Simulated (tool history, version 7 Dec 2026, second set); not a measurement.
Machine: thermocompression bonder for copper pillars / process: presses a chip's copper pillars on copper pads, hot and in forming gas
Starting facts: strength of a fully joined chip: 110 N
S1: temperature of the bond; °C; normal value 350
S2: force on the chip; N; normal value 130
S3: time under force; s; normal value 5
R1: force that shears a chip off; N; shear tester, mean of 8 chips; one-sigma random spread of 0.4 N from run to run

run    hour   S1   S2  S3    R1
  1     0.0  350  130   5  40.0
  2    33.8  350  130   5  40.4
  3    71.4  321  130   5  31.6
  4    97.4  321  130   5  31.3
  5   126.1  321  130   5  31.7
  6   165.6  321  130   5  33.4
  7   197.2  321  130   5  33.2
  8   232.2  321  130   5  33.2
  9   260.2  350  176   5  56.8
 10   285.5  350  176   5  57.0
 11   324.3  350  148   5  47.4
 12   351.8  350  148   5  47.2
 13   395.4  350  148   5  47.6
 14   424.8  350  148   5  46.9
 15   445.4  350  148   5  47.1
 16   464.4  350  148   5  46.6
 17   504.5  350  148   5  45.4
 18   539.3  348  133   5  40.5
 19   573.4  348  133   5  40.1
 20   608.6  367  106   8  43.0
 21   649.6  372  130   3  37.5
 22   669.2  345   94   6  28.9
 23   696.3  331   82  14  30.4
 24   729.1  331   82   4  17.8
 25   763.0  354  130  10  55.0
 26   805.8  354  130  10  55.0
 27   836.5  354  130  10  54.8
 28   868.4  354  130  10  54.0
 29   896.9  354  130   4  38.9
 30   929.0  354  130   4  38.0
 31   949.9  354  102   5  31.7
 32   988.1  354  102   5  32.2
 33  1014.3  355   95   5  29.1
 34  1035.7  373  164   5  59.0

Not shown here: 2 entries made in the log between runs. Locate each between two listed runs and compare the hidden state at the listed run before it with the hidden state at the listed run after it:
Between runs 5 and 6: forming gas filter changed (hour 144.1)
  true temperature of the bond over the reading, C: 2.2 -> 2.4; force that reaches the chip, % of what is set: 98.9 -> 98.8; oxide that the forming gas leaves, % of the face: 5.59 -> 0.77
  measured less the result without the state, R1: -1.5 -> +0.1 N
Between runs 23 and 24: forming gas filter changed (hour 706.9)
  true temperature of the bond over the reading, C: 4.3 -> 4.5; force that reaches the chip, % of what is set: 97 -> 96.9; oxide that the forming gas leaves, % of the face: 5.71 -> 0.85
  measured less the result without the state, R1: -1.7 -> -0.1 N
